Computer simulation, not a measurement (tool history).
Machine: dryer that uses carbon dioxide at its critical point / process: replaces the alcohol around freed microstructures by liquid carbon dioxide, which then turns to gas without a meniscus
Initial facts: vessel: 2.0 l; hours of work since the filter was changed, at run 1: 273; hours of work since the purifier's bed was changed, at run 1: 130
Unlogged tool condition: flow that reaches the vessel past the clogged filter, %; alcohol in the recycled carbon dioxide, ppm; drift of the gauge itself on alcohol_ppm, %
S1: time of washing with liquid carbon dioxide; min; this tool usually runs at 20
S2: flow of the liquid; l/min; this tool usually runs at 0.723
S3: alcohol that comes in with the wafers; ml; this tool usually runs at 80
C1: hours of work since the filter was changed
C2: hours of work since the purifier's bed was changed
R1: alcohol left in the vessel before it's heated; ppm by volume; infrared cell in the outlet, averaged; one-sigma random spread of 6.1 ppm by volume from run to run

run 1 hour=0.0 | S1=20 S2=0.723 S3=80 | C1=273 C2=130 | R1=363
run 2 hour=40.4 | S1=20 S2=0.723 S3=80 | C1=286 C2=143 | R1=350
run 3 hour=88.3 | S1=20 S2=0.723 S3=24 | C1=301 C2=158 | R1=130
run 4 hour=119.1 | S1=20 S2=0.723 S3=80 | C1=310 C2=168 | R1=380
run 5 hour=161.5 | S1=20 S2=1.149 S3=80 | C1=324 C2=182 | R1=51
run 6 hour=198.6 | S1=20 S2=1.149 S3=80 | C1=336 C2=193 | R1=50
run 7 hour=237.8 | S1=17 S2=0.723 S3=80 | C1=348 C2=206 | R1=774
run 8 hour=274.1 | S1=17 S2=0.450 S3=80 | C1=360 C2=217 | R1=3487
run 9 hour=304.7 | S1=17 S2=0.450 S3=80 | C1=369 C2=227 | R1=3595
run 10 hour=337.0 | S1=17 S2=0.450 S3=80 | C1=380 C2=237 | R1=3499
run 11 hour=363.5 | S1=14 S2=1.224 S3=80 | C1=388 C2=246 | R1=196
run 12 hour=410.8 | S1=14 S2=1.224 S3=80 | C1=403 C2=261 | R1=199
run 13 hour=459.6 | S1=14 S2=1.224 S3=80 | C1=418 C2=276 | R1=214
run 14 hour=492.0 | S1=12 S2=1.130 S3=26 | C1=429 C2=286 | R1=202
run 15 hour=522.5 | S1=23 S2=1.197 S3=66 | C1=438 C2=296 | R1=47
run 16 hour=559.4 | S1=16 S2=1.197 S3=45 | C1=450 C2=308 | R1=94

3 options for the next run, each taken on its own from the tool as it stands now. Forecast them:
run A hour=599.2 | S1=19 S2=0.626 S3=80 | C1=463 C2=320 | R1=?
run B hour=599.2 | S1=15 S2=0.723 S3=80 | C1=463 C2=320 | R1=?
run C hour=599.2 | S1=15 S2=1.201 S3=64 | C1=463 C2=320 | R1=?

run=A R1=1016
run=B R1=1371
run=C R1=158
Without the tool's unlogged condition, the same runs would have read:
run=A R1=585
run=B R1=830
run=C R1=60
